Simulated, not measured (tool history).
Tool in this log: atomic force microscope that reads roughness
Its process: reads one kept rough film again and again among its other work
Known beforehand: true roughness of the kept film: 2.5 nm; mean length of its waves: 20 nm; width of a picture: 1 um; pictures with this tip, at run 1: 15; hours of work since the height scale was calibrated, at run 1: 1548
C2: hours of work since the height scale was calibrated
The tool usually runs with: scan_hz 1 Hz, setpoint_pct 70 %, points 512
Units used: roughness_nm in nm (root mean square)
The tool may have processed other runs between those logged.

run 1 hour=0 | scan_hz=1 setpoint_pct=70 points=512 | pictures_with_this_tip=15 C2=1548 | roughness_nm=1.854
run 2 hour=30 | scan_hz=1 setpoint_pct=70 points=512 | pictures_with_this_tip=62 C2=1572 | roughness_nm=1.45
-- hour=33.9 new tip fitted
-- hour=79.5 new tip fitted
run 3 hour=87.7 | scan_hz=1 setpoint_pct=70 points=512 | pictures_with_this_tip=13 C2=1617 | roughness_nm=1.891
run 4 hour=118.2 | scan_hz=1 setpoint_pct=59 points=512 | pictures_with_this_tip=61 C2=1641 | roughness_nm=1.503
-- hour=123.8 new tip fitted
run 5 hour=159.2 | scan_hz=1 setpoint_pct=59 points=512 | pictures_with_this_tip=56 C2=1673 | roughness_nm=1.497
-- hour=168.9 new tip fitted
run 6 hour=188.4 | scan_hz=1 setpoint_pct=59 points=512 | pictures_with_this_tip=30 C2=1695 | roughness_nm=1.794
-- hour=214.9 new tip fitted
run 7 hour=254.5 | scan_hz=1 setpoint_pct=59 points=512 | pictures_with_this_tip=63 C2=1747 | roughness_nm=1.483
-- hour=259.3 new tip fitted
run 8 hour=301.7 | scan_hz=1 setpoint_pct=59 points=512 | pictures_with_this_tip=67 C2=1784 | roughness_nm=1.453
-- hour=305.8 new tip fitted
-- hour=351.2 new tip fitted
run 9 hour=368.1 | scan_hz=1 setpoint_pct=70 points=367 | pictures_with_this_tip=27 C2=1836 | roughness_nm=1.743
-- hour=396.7 new tip fitted
run 10 hour=403.9 | scan_hz=1 setpoint_pct=70 points=512 | pictures_with_this_tip=12 C2=1863 | roughness_nm=1.907
-- hour=442.4 new tip fitted
run 11 hour=443.2 | scan_hz=1 setpoint_pct=70 points=512 | pictures_with_this_tip=1 C2=1894 | roughness_nm=2.04
-- hour=489.7 new tip fitted
run 12 hour=498.7 | scan_hz=1 setpoint_pct=70 points=512 | pictures_with_this_tip=14 C2=1937 | roughness_nm=1.884
-- hour=504.9 height scale calibrated on a step standard
-- hour=537.1 new tip fitted
run 13 hour=546 | scan_hz=1 setpoint_pct=70 points=512 | pictures_with_this_tip=14 C2=32 | roughness_nm=1.874
-- hour=584.3 new tip fitted
-- hour=610 height scale calibrated on a step standard, once more
run 14 hour=611.5 | scan_hz=1 setpoint_pct=70 points=512 | pictures_with_this_tip=41 C2=1 | roughness_nm=1.617
-- hour=630.7 new tip fitted
run 15 hour=653.9 | scan_hz=1 setpoint_pct=70 points=706 | pictures_with_this_tip=36 C2=34 | roughness_nm=1.701
-- hour=675 new tip fitted
run 16 hour=712.5 | scan_hz=1 setpoint_pct=70 points=544 | pictures_with_this_tip=59 C2=80 | roughness_nm=1.559
-- hour=718.8 new tip fitted
-- hour=764.8 new tip fitted
run 17 hour=764.8 | scan_hz=1 setpoint_pct=70 points=544 | pictures_with_this_tip=0 C2=121 | roughness_nm=2.085
-- hour=811.8 new tip fitted
run 18 hour=831.9 | scan_hz=1 setpoint_pct=70 points=544 | pictures_with_this_tip=32 C2=173 | roughness_nm=1.739
-- hour=858.5 new tip fitted
run 19 hour=860.6 | scan_hz=1 setpoint_pct=70 points=512 | pictures_with_this_tip=3 C2=195 | roughness_nm=2.042
-- hour=903.5 new tip fitted
run 20 hour=921.3 | scan_hz=1 setpoint_pct=70 points=512 | pictures_with_this_tip=28 C2=243 | roughness_nm=1.795
-- hour=950.1 new tip fitted
run 21 hour=961.1 | scan_hz=0.77 setpoint_pct=70 points=512 | pictures_with_this_tip=18 C2=274 | roughness_nm=1.91
-- hour=995.2 new tip fitted
run 22 hour=1009.3 | scan_hz=0.77 setpoint_pct=70 points=512 | pictures_with_this_tip=22 C2=312 | roughness_nm=1.816
-- hour=1039 new tip fitted
run 23 hour=1064.7 | scan_hz=1 setpoint_pct=86 points=914 | pictures_with_this_tip=41 C2=355 | roughness_nm=1.572
-- hour=1085.9 new tip fitted
run 24 hour=1109.9 | scan_hz=2.5 setpoint_pct=62 points=711 | pictures_with_this_tip=37 C2=390 | roughness_nm=1.62
-- hour=1132.9 new tip fitted
run 25 hour=1174.6 | scan_hz=0.75 setpoint_pct=62 points=711 | pictures_with_this_tip=66 C2=441 | roughness_nm=1.499
-- hour=1177.9 new tip fitted
run 26 hour=1209.5 | scan_hz=1.1 setpoint_pct=64 points=512 | pictures_with_this_tip=50 C2=468 | roughness_nm=1.53
-- hour=1224.8 new tip fitted
run 27 hour=1242.7 | scan_hz=1 setpoint_pct=70 points=285 | pictures_with_this_tip=28 C2=494 | roughness_nm=1.682
-- hour=1270.4 new tip fitted
run 28 hour=1271.5 | scan_hz=1 setpoint_pct=70 points=427 | pictures_with_this_tip=1 C2=516 | roughness_nm=2.056
-- hour=1314.7 new tip fitted
run 29 hour=1324.7 | scan_hz=1 setpoint_pct=66 points=815 | pictures_with_this_tip=16 C2=558 | roughness_nm=1.905
-- hour=1360.7 new tip fitted
run 30 hour=1382.3 | scan_hz=1 setpoint_pct=66 points=815 | pictures_with_this_tip=34 C2=603 | roughness_nm=1.733
-- hour=1405.3 new tip fitted
run 31 hour=1417.6 | scan_hz=1.11 setpoint_pct=62 points=646 | pictures_with_this_tip=20 C2=630 | roughness_nm=1.847
-- hour=1448.9 new tip fitted
run 32 hour=1469.7 | scan_hz=1.76 setpoint_pct=77 points=324 | pictures_with_this_tip=33 C2=671 | roughness_nm=1.528
-- hour=1494.6 new tip fitted
run 33 hour=1507.2 | scan_hz=1.76 setpoint_pct=77 points=324 | pictures_with_this_tip=20 C2=700 | roughness_nm=1.678
-- hour=1538.1 new tip fitted
run 34 hour=1562.9 | scan_hz=1.76 setpoint_pct=77 points=324 | pictures_with_this_tip=39 C2=744 | roughness_nm=1.503
-- hour=1586.5 new tip fitted
run 35 hour=1606.1 | scan_hz=0.51 setpoint_pct=61 points=894 | pictures_with_this_tip=31 C2=778 | roughness_nm=1.791
-- hour=1631.2 new tip fitted
run 36 hour=1650.3 | scan_hz=1 setpoint_pct=59 points=358 | pictures_with_this_tip=30 C2=812 | roughness_nm=1.717
-- hour=1676.5 new tip fitted
run 37 hour=1701.1 | scan_hz=3.79 setpoint_pct=79 points=526 | pictures_with_this_tip=39 C2=852 | roughness_nm=1.333
-- hour=1722 new tip fitted
run 38 hour=1748.5 | scan_hz=3.79 setpoint_pct=79 points=526 | pictures_with_this_tip=42 C2=889 | roughness_nm=1.304
-- hour=1770.9 new tip fitted
run 39 hour=1790.2 | scan_hz=2.18 setpoint_pct=65 points=364 | pictures_with_this_tip=31 C2=921 | roughness_nm=1.657
-- hour=1818.5 new tip fitted
run 40 hour=1819.1 | scan_hz=2.18 setpoint_pct=65 points=364 | pictures_with_this_tip=1 C2=944 | roughness_nm=1.96
-- hour=1863.2 new tip fitted
run 41 hour=1877.6 | scan_hz=0.77 setpoint_pct=80 points=1016 | pictures_with_this_tip=22 C2=990 | roughness_nm=1.791

Table of differences, measured result less the result of that run with no hidden state. Run-to-run variation is the same in both. Gauge scatter possibly is not:
Hidden state present: radius of the tip, nm; height scale over the true one, %; drift of the gauge itself on roughness_nm, %.
run=1 roughness_nm=-0.23
run=2 roughness_nm=-0.64
run=3 roughness_nm=-0.183
run=4 roughness_nm=-0.64
run=5 roughness_nm=-0.66
run=6 roughness_nm=-0.342
run=7 roughness_nm=-0.668
run=8 roughness_nm=-0.697
run=9 roughness_nm=-0.334
run=10 roughness_nm=-0.186
run=11 roughness_nm=-0.046
run=12 roughness_nm=-0.206
run=13 roughness_nm=-0.207
run=14 roughness_nm=-0.456
run=15 roughness_nm=-0.393
run=16 roughness_nm=-0.55
run=17 roughness_nm=-0.017
run=18 roughness_nm=-0.346
run=19 roughness_nm=-0.044
run=20 roughness_nm=-0.295
run=21 roughness_nm=-0.207
run=22 roughness_nm=-0.308
run=23 roughness_nm=-0.397
run=24 roughness_nm=-0.433
run=25 roughness_nm=-0.664
run=26 roughness_nm=-0.565
run=27 roughness_nm=-0.371
run=28 roughness_nm=-0.022
run=29 roughness_nm=-0.222
run=30 roughness_nm=-0.407
run=31 roughness_nm=-0.296
run=32 roughness_nm=-0.376
run=33 roughness_nm=-0.228
run=34 roughness_nm=-0.402
run=35 roughness_nm=-0.393
run=36 roughness_nm=-0.391
run=37 roughness_nm=-0.313
run=38 roughness_nm=-0.339
run=39 roughness_nm=-0.335
run=40 roughness_nm=-0.054
run=41 roughness_nm=-0.295
